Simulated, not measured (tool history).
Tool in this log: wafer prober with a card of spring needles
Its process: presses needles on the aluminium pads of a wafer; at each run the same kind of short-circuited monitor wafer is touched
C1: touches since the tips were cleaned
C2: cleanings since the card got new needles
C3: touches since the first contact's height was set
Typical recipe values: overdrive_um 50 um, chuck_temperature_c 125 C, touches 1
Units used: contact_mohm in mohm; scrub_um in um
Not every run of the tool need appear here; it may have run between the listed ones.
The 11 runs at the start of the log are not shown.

{"hour": 137.3, "done": "tips cleaned on abrasive film"}
{"run": 12, "hour": 137.3, "overdrive_um": 64, "chuck_temperature_c": 125, "touches": 1, "C1": 0, "C2": 44, "C3": 48848, "contact_mohm": 166, "scrub_um": 10.76}
{"run": 13, "hour": 153.3, "overdrive_um": 50, "chuck_temperature_c": 118, "touches": 1, "C1": 4158, "C2": 44, "C3": 53006, "contact_mohm": 168, "scrub_um": 8.39}
{"hour": 154.6, "done": "tips cleaned on abrasive film"}
{"run": 14, "hour": 167.7, "overdrive_um": 50, "chuck_temperature_c": 125, "touches": 1, "C1": 3403, "C2": 45, "C3": 56737, "contact_mohm": 168, "scrub_um": 8.38}
{"hour": 172.8, "done": "tips cleaned on abrasive film"}
{"run": 15, "hour": 175.3, "overdrive_um": 43, "chuck_temperature_c": 125, "touches": 1, "C1": 636, "C2": 46, "C3": 58697, "contact_mohm": 171, "scrub_um": 7.23}
{"run": 16, "hour": 184.5, "overdrive_um": 50, "chuck_temperature_c": 125, "touches": 1, "C1": 3054, "C2": 46, "C3": 61115, "contact_mohm": 168, "scrub_um": 8.44}
{"hour": 190.2, "done": "tips cleaned on abrasive film"}
{"run": 17, "hour": 193.1, "overdrive_um": 50, "chuck_temperature_c": 95, "touches": 1, "C1": 759, "C2": 47, "C3": 63321, "contact_mohm": 159, "scrub_um": 8.38}
{"run": 18, "hour": 201.2, "overdrive_um": 50, "chuck_temperature_c": 95, "touches": 1, "C1": 2878, "C2": 47, "C3": 65440, "contact_mohm": 162, "scrub_um": 8.42}
{"hour": 208.2, "done": "tips cleaned on abrasive film"}
{"run": 19, "hour": 214.7, "overdrive_um": 50, "chuck_temperature_c": 95, "touches": 1, "C1": 1692, "C2": 48, "C3": 68943, "contact_mohm": 164, "scrub_um": 8.35}
{"hour": 226.1, "done": "tips cleaned on abrasive film"}
{"run": 20, "hour": 229.9, "overdrive_um": 50, "chuck_temperature_c": 95, "touches": 1, "C1": 1000, "C2": 49, "C3": 72902, "contact_mohm": 165, "scrub_um": 8.39}
{"hour": 244.2, "done": "tips cleaned on abrasive film"}
{"run": 21, "hour": 244.3, "overdrive_um": 34, "chuck_temperature_c": 76, "touches": 1, "C1": 34, "C2": 50, "C3": 76631, "contact_mohm": 167, "scrub_um": 5.69}
{"run": 22, "hour": 252.8, "overdrive_um": 34, "chuck_temperature_c": 76, "touches": 1, "C1": 2238, "C2": 50, "C3": 78835, "contact_mohm": 167, "scrub_um": 5.68}
{"hour": 261.7, "done": "tips cleaned on abrasive film"}
{"run": 23, "hour": 267.7, "overdrive_um": 31, "chuck_temperature_c": 29, "touches": 2, "C1": 1579, "C2": 51, "C3": 82718, "contact_mohm": 159, "scrub_um": 5.21}
{"hour": 279.8, "done": "tips cleaned on abrasive film"}
{"run": 24, "hour": 280.0, "overdrive_um": 31, "chuck_temperature_c": 29, "touches": 2, "C1": 65, "C2": 52, "C3": 85902, "contact_mohm": 159, "scrub_um": 5.2}
{"run": 25, "hour": 292.1, "overdrive_um": 43, "chuck_temperature_c": 27, "touches": 2, "C1": 3217, "C2": 52, "C3": 89054, "contact_mohm": 151, "scrub_um": 7.19}
{"hour": 297.9, "done": "tips cleaned on abrasive film"}
{"run": 26, "hour": 302.8, "overdrive_um": 37, "chuck_temperature_c": 123, "touches": 2, "C1": 1267, "C2": 53, "C3": 91822, "contact_mohm": 175, "scrub_um": 6.19}
{"hour": 315.2, "done": "tips cleaned on abrasive film"}
{"run": 27, "hour": 319.5, "overdrive_um": 39, "chuck_temperature_c": 46, "touches": 1, "C1": 1104, "C2": 54, "C3": 96156, "contact_mohm": 155, "scrub_um": 6.52}
{"run": 28, "hour": 331.7, "overdrive_um": 39, "chuck_temperature_c": 46, "touches": 1, "C1": 4307, "C2": 54, "C3": 99359, "contact_mohm": 159, "scrub_um": 6.51}
{"hour": 333.3, "done": "tips cleaned on abrasive film"}
{"run": 29, "hour": 340.8, "overdrive_um": 39, "chuck_temperature_c": 35, "touches": 1, "C1": 1951, "C2": 55, "C3": 101703, "contact_mohm": 157, "scrub_um": 6.54}
{"hour": 351.6, "done": "tips cleaned on abrasive film"}
{"run": 30, "hour": 357.1, "overdrive_um": 39, "chuck_temperature_c": 35, "touches": 1, "C1": 1423, "C2": 56, "C3": 105924, "contact_mohm": 153, "scrub_um": 6.49}
{"hour": 369.0, "done": "tips cleaned on abrasive film"}
{"run": 31, "hour": 370.6, "overdrive_um": 48, "chuck_temperature_c": 98, "touches": 2, "C1": 406, "C2": 57, "C3": 109428, "contact_mohm": 161, "scrub_um": 8.05}
{"run": 32, "hour": 383.1, "overdrive_um": 65, "chuck_temperature_c": 31, "touches": 2, "C1": 3672, "C2": 57, "C3": 112694, "contact_mohm": 147, "scrub_um": 10.97}
{"hour": 386.2, "done": "tips cleaned on abrasive film"}
{"run": 33, "hour": 395.9, "overdrive_um": 42, "chuck_temperature_c": 50, "touches": 3, "C1": 2537, "C2": 58, "C3": 116026, "contact_mohm": 161, "scrub_um": 7.02}

Predict each of these 4 candidate next runs independently; none follows another, all start after run 33:
{"hour": 403.9, "done": "tips cleaned on abrasive film"}
{"run": "A", "hour": 405.9, "overdrive_um": 50, "chuck_temperature_c": 125, "touches": 1, "C1": 525, "C2": 59, "C3": 118592, "contact_mohm": "?", "scrub_um": "?"}
{"hour": 403.9, "done": "tips cleaned on abrasive film"}
{"run": "B", "hour": 405.9, "overdrive_um": 43, "chuck_temperature_c": 58, "touches": 2, "C1": 525, "C2": 59, "C3": 118592, "contact_mohm": "?", "scrub_um": "?"}
{"hour": 403.9, "done": "tips cleaned on abrasive film"}
{"run": "C", "hour": 405.9, "overdrive_um": 50, "chuck_temperature_c": 32, "touches": 2, "C1": 525, "C2": 59, "C3": 118592, "contact_mohm": "?", "scrub_um": "?"}
{"hour": 403.9, "done": "tips cleaned on abrasive film"}
{"run": "D", "hour": 405.9, "overdrive_um": 57, "chuck_temperature_c": 50, "touches": 3, "C1": 525, "C2": 59, "C3": 118592, "contact_mohm": "?", "scrub_um": "?"}

run=A contact_mohm=165 scrub_um=8.41
run=B contact_mohm=161 scrub_um=7.16
run=C contact_mohm=153 scrub_um=8.38
run=D contact_mohm=151 scrub_um=9.52
Had the tool no hidden state, the same runs would have come out as:
run=A contact_mohm=165 scrub_um=8.41
run=B contact_mohm=161 scrub_um=7.17
run=C contact_mohm=153 scrub_um=8.38
run=D contact_mohm=151 scrub_um=9.52
